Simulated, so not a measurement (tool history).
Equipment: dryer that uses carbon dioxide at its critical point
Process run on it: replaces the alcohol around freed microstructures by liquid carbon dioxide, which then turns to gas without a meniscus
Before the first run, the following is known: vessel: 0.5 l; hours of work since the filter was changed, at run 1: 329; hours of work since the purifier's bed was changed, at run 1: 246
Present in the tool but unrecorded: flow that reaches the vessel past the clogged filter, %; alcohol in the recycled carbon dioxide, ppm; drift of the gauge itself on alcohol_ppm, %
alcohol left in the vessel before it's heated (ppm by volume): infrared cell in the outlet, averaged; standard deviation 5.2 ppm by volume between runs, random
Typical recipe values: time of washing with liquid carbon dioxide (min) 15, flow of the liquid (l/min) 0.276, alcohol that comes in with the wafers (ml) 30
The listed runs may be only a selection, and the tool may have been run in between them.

run  hour  time of washing with liquid carbon dioxide (min)  flow of the liquid (l/min)  alcohol that comes in with the wafers (ml)  hours of work since the filter was changed  hours of work since the purifier's bed was changed  alcohol left in the vessel before it's heated (ppm by volume)
  1     0                                                15                       0.276                                          30                                         329                                                 246                                                            241
  2  11.4                                                15                       0.276                                          41                                         336                                                 252                                                            325
  3  17.4                                                15                       0.276                                         102                                         339                                                 255                                                            794
     19.2  -- inlet filter changed
  4  27.2                                                15                       0.276                                          30                                           4                                                 260                                                            119
  5  39.5                                                15                       0.276                                          30                                          11                                                 267                                                            117
  6  50.5                                                11                       0.237                                          77                                          17                                                 273                                                           2792
  7  61.7                                                11                       0.237                                          77                                          23                                                 279                                                           2749
  8    70                                                15                       0.323                                          30                                          27                                                 283                                                             51
  9  77.8                                                22                       0.385                                          21                                          31                                                 287                                                             24
 10    87                                                12                       0.266                                          27                                          36                                                 292                                                            411

Hidden state at the last listed run before each entry between runs and at the first one after, where it differs:
Run 3 -> run 4: inlet filter changed (hour 19.2)
  flow that reaches the vessel past the clogged filter, %: 85.5 -> 99.6; alcohol in the recycled carbon dioxide, ppm: 23.1 -> 23.4
  measured value less the no-hidden-state value, alcohol left in the vessel before it's heated (ppm by volume): +494 -> +21
